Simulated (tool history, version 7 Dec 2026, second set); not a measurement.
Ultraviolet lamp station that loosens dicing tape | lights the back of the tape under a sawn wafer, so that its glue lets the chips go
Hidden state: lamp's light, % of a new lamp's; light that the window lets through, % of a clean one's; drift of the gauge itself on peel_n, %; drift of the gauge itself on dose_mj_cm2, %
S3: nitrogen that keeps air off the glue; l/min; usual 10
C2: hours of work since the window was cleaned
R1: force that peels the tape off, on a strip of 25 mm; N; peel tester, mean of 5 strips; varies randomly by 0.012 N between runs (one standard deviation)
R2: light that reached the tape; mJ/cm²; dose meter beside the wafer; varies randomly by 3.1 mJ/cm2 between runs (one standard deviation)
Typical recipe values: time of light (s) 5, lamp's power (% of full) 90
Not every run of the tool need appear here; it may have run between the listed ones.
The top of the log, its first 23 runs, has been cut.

{"run": 24, "hour": 359.2, "time of light (s)": 5, "lamp's power (% of full)": 90, "S3": 6, "hours of work of the lamp": 615, "C2": 180, "R1": 1.059, "R2": 368}
{"run": 25, "hour": 377.8, "time of light (s)": 9, "lamp's power (% of full)": 80, "S3": 10, "hours of work of the lamp": 624, "C2": 189, "R1": 0.38, "R2": 588}
{"run": 26, "hour": 397.2, "time of light (s)": 9, "lamp's power (% of full)": 80, "S3": 10, "hours of work of the lamp": 634, "C2": 199, "R1": 0.369, "R2": 580}
{"run": 27, "hour": 412.8, "time of light (s)": 9, "lamp's power (% of full)": 99, "S3": 5, "hours of work of the lamp": 642, "C2": 207, "R1": 0.411, "R2": 722}
{"run": 28, "hour": 424.3, "time of light (s)": 4, "lamp's power (% of full)": 99, "S3": 3, "hours of work of the lamp": 648, "C2": 213, "R1": 1.793, "R2": 321}
{"run": 29, "hour": 440.4, "time of light (s)": 4, "lamp's power (% of full)": 62, "S3": 3, "hours of work of the lamp": 656, "C2": 221, "R1": 2.656, "R2": 198}
{"run": 30, "hour": 459.6, "time of light (s)": 4, "lamp's power (% of full)": 62, "S3": 3, "hours of work of the lamp": 666, "C2": 230, "R1": 2.736, "R2": 202}
{"run": 31, "hour": 480.8, "time of light (s)": 3, "lamp's power (% of full)": 61, "S3": 3, "hours of work of the lamp": 676, "C2": 241, "R1": 3.19, "R2": 145}
{"run": 32, "hour": 500.3, "time of light (s)": 3, "lamp's power (% of full)": 61, "S3": 3, "hours of work of the lamp": 686, "C2": 251, "R1": 3.19, "R2": 145}
{"run": 33, "hour": 521.8, "time of light (s)": 3, "lamp's power (% of full)": 61, "S3": 3, "hours of work of the lamp": 697, "C2": 262, "R1": 3.232, "R2": 145}
{"run": 34, "hour": 541.1, "time of light (s)": 3, "lamp's power (% of full)": 61, "S3": 3, "hours of work of the lamp": 707, "C2": 272, "R1": 3.285, "R2": 147}
{"run": 35, "hour": 559.5, "time of light (s)": 3, "lamp's power (% of full)": 61, "S3": 3, "hours of work of the lamp": 716, "C2": 281, "R1": 3.338, "R2": 140}
{"run": 36, "hour": 570.5, "time of light (s)": 3, "lamp's power (% of full)": 61, "S3": 3, "hours of work of the lamp": 722, "C2": 286, "R1": 3.341, "R2": 142}
{"run": 37, "hour": 584.9, "time of light (s)": 8, "lamp's power (% of full)": 72, "S3": 8, "hours of work of the lamp": 729, "C2": 294, "R1": 0.683, "R2": 442}
{"run": 38, "hour": 596.0, "time of light (s)": 2, "lamp's power (% of full)": 72, "S3": 8, "hours of work of the lamp": 735, "C2": 299, "R1": 2.925, "R2": 116}
{"run": 39, "hour": 607.1, "time of light (s)": 2, "lamp's power (% of full)": 72, "S3": 8, "hours of work of the lamp": 740, "C2": 305, "R1": 2.98, "R2": 109}
{"run": 40, "hour": 626.7, "time of light (s)": 5, "lamp's power (% of full)": 84, "S3": 5, "hours of work of the lamp": 750, "C2": 315, "R1": 1.396, "R2": 321}
{"run": 41, "hour": 649.6, "time of light (s)": 5, "lamp's power (% of full)": 84, "S3": 5, "hours of work of the lamp": 762, "C2": 326, "R1": 1.376, "R2": 315}
{"run": 42, "hour": 659.5, "time of light (s)": 5, "lamp's power (% of full)": 84, "S3": 5, "hours of work of the lamp": 767, "C2": 331, "R1": 1.389, "R2": 315}
{"run": 43, "hour": 673.8, "time of light (s)": 3, "lamp's power (% of full)": 90, "S3": 3, "hours of work of the lamp": 774, "C2": 339, "R1": 2.633, "R2": 205}

Alternative continuations, all from the tool just after run 43; predict every row:
{"run": "A", "hour": 696.7, "time of light (s)": 6, "lamp's power (% of full)": 92, "S3": 10, "hours of work of the lamp": 785, "C2": 350, "R1": "?", "R2": "?"}
{"run": "B", "hour": 696.7, "time of light (s)": 3, "lamp's power (% of full)": 90, "S3": 10, "hours of work of the lamp": 785, "C2": 350, "R1": "?", "R2": "?"}
{"run": "C", "hour": 696.7, "time of light (s)": 3, "lamp's power (% of full)": 90, "S3": 10, "hours of work of the lamp": 785, "C2": 350, "R1": "?", "R2": "?"}
{"run": "D", "hour": 696.7, "time of light (s)": 4, "lamp's power (% of full)": 74, "S3": 5, "hours of work of the lamp": 785, "C2": 350, "R1": "?", "R2": "?"}
{"run": "E", "hour": 696.7, "time of light (s)": 6, "lamp's power (% of full)": 75, "S3": 7, "hours of work of the lamp": 785, "C2": 350, "R1": "?", "R2": "?"}

run=A R1=0.681 R2=414
run=B R1=1.728 R2=205
run=C R1=1.729 R2=204
run=D R1=2.031 R2=226
run=E R1=1.127 R2=336
Stripped of hidden state, with their random variation kept, the same runs would have yielded:
run=A R1=0.405 R2=572
run=B R1=1.17 R2=282
run=C R1=1.171 R2=281
run=D R1=1.447 R2=311
run=E R1=0.686 R2=464
